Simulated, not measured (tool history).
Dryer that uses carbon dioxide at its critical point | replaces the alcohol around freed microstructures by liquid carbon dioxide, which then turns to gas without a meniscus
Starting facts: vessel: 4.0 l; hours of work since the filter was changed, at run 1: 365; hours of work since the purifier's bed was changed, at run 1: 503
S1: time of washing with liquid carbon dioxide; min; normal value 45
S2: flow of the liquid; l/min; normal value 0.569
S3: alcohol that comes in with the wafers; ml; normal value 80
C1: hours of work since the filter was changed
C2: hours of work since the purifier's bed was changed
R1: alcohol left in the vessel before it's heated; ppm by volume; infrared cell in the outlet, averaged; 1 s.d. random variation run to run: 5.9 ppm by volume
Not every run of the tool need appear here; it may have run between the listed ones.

{"run": 1, "hour": 0.0, "S1": 45, "S2": 0.569, "S3": 80, "C1": 365, "C2": 503, "R1": 617}
{"hour": 49.8, "done": "inlet filter changed"}
{"run": 2, "hour": 59.4, "S1": 45, "S2": 0.569, "S3": 80, "C1": 6, "C2": 540, "R1": 417}
{"run": 3, "hour": 111.5, "S1": 55, "S2": 0.569, "S3": 80, "C1": 39, "C2": 573, "R1": 283}
{"run": 4, "hour": 156.6, "S1": 55, "S2": 0.569, "S3": 80, "C1": 68, "C2": 602, "R1": 300}
{"run": 5, "hour": 208.3, "S1": 27, "S2": 0.569, "S3": 80, "C1": 101, "C2": 635, "R1": 1692}
{"run": 6, "hour": 240.1, "S1": 45, "S2": 0.569, "S3": 80, "C1": 121, "C2": 655, "R1": 512}
{"run": 7, "hour": 269.4, "S1": 45, "S2": 0.569, "S3": 80, "C1": 140, "C2": 674, "R1": 515}
{"run": 8, "hour": 335.0, "S1": 45, "S2": 0.569, "S3": 80, "C1": 182, "C2": 716, "R1": 537}
{"hour": 357.1, "done": "purifier's bed changed"}
{"run": 9, "hour": 370.0, "S1": 47, "S2": 0.569, "S3": 80, "C1": 202, "C2": 8, "R1": 256}
{"run": 10, "hour": 404.5, "S1": 47, "S2": 0.569, "S3": 80, "C1": 224, "C2": 30, "R1": 275}
{"run": 11, "hour": 451.4, "S1": 45, "S2": 0.569, "S3": 80, "C1": 254, "C2": 60, "R1": 371}
{"run": 12, "hour": 502.4, "S1": 45, "S2": 0.589, "S3": 80, "C1": 287, "C2": 93, "R1": 351}
{"run": 13, "hour": 553.7, "S1": 45, "S2": 0.569, "S3": 56, "C1": 319, "C2": 125, "R1": 305}
{"run": 14, "hour": 616.6, "S1": 45, "S2": 0.569, "S3": 56, "C1": 359, "C2": 165, "R1": 356}
{"hour": 673.6, "done": "inlet filter changed"}
{"run": 15, "hour": 680.5, "S1": 45, "S2": 0.569, "S3": 56, "C1": 4, "C2": 206, "R1": 221}
{"run": 16, "hour": 741.5, "S1": 45, "S2": 0.347, "S3": 80, "C1": 43, "C2": 245, "R1": 1335}
{"run": 17, "hour": 776.8, "S1": 45, "S2": 0.347, "S3": 80, "C1": 66, "C2": 267, "R1": 1365}
{"run": 18, "hour": 809.3, "S1": 45, "S2": 0.347, "S3": 80, "C1": 87, "C2": 288, "R1": 1393}
{"run": 19, "hour": 866.2, "S1": 45, "S2": 0.347, "S3": 80, "C1": 123, "C2": 324, "R1": 1483}
{"run": 20, "hour": 918.8, "S1": 37, "S2": 0.387, "S3": 49, "C1": 156, "C2": 358, "R1": 1226}
{"run": 21, "hour": 962.5, "S1": 39, "S2": 0.919, "S3": 37, "C1": 184, "C2": 385, "R1": 165}
{"run": 22, "hour": 999.1, "S1": 41, "S2": 0.569, "S3": 46, "C1": 208, "C2": 409, "R1": 424}
{"run": 23, "hour": 1032.2, "S1": 41, "S2": 0.569, "S3": 46, "C1": 229, "C2": 430, "R1": 425}

Run 24, settings as shown, results not yet in. Your forecast:
{"run": 24, "hour": 1091.9, "S1": 61, "S2": 0.472, "S3": 114, "C1": 267, "C2": 468, "R1": "?"}

R1: 444 ppm by volume
Take away the tool's hidden state, keep the run-to-run variation as it was, and the same run would have given R1 164 ppm by volume.

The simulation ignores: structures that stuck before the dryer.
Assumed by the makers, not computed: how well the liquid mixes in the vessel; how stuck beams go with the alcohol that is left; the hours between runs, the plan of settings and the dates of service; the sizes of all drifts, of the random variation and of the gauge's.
